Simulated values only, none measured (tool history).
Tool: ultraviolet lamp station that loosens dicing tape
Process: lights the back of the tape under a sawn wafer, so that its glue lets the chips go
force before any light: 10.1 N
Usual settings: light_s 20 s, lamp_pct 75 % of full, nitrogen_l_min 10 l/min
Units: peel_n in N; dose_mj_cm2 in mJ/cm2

run 1 hour=0.0 | light_s=20 lamp_pct=75 nitrogen_l_min=10 | peel_n=2.064 dose_mj_cm2=320
run 2 hour=54.8 | light_s=20 lamp_pct=75 nitrogen_l_min=10 | peel_n=2.216 dose_mj_cm2=304
run 3 hour=92.8 | light_s=20 lamp_pct=75 nitrogen_l_min=10 | peel_n=2.259 dose_mj_cm2=294
run 4 hour=139.5 | light_s=13 lamp_pct=75 nitrogen_l_min=10 | peel_n=3.923 dose_mj_cm2=187
run 5 hour=193.5 | light_s=13 lamp_pct=75 nitrogen_l_min=10 | peel_n=3.992 dose_mj_cm2=182
run 6 hour=233.4 | light_s=19 lamp_pct=64 nitrogen_l_min=10 | peel_n=3.329 dose_mj_cm2=219
run 7 hour=276.0 | light_s=21 lamp_pct=71 nitrogen_l_min=5 | peel_n=3.436 dose_mj_cm2=263
-- hour=303.4 window cleaned of glue's vapour
run 8 hour=331.9 | light_s=15 lamp_pct=71 nitrogen_l_min=5 | peel_n=4.155 dose_mj_cm2=207
run 9 hour=392.5 | light_s=15 lamp_pct=71 nitrogen_l_min=5 | peel_n=4.359 dose_mj_cm2=195
run 10 hour=451.5 | light_s=26 lamp_pct=77 nitrogen_l_min=10 | peel_n=1.773 dose_mj_cm2=350

Forecast each of these 4 alternatives for the next run:
-- hour=503.2 lamp changed
run A hour=513.5 | light_s=26 lamp_pct=61 nitrogen_l_min=13 | peel_n=? dose_mj_cm2=?
-- hour=503.2 lamp changed
run B hour=513.5 | light_s=13 lamp_pct=70 nitrogen_l_min=10 | peel_n=? dose_mj_cm2=?
-- hour=503.2 lamp changed
run C hour=513.5 | light_s=20 lamp_pct=79 nitrogen_l_min=10 | peel_n=? dose_mj_cm2=?
-- hour=503.2 lamp changed
run D hour=513.5 | light_s=39 lamp_pct=77 nitrogen_l_min=5 | peel_n=? dose_mj_cm2=?

run=A peel_n=1.124 dose_mj_cm2=421
run=B peel_n=3.039 dose_mj_cm2=242
run=C peel_n=1.286 dose_mj_cm2=419
run=D peel_n=0.452 dose_mj_cm2=800
Without the tool's hidden state the same runs would have given:
run=A peel_n=0.987 dose_mj_cm2=449
run=B peel_n=2.817 dose_mj_cm2=257
run=C peel_n=1.136 dose_mj_cm2=446
run=D peel_n=0.387 dose_mj_cm2=851
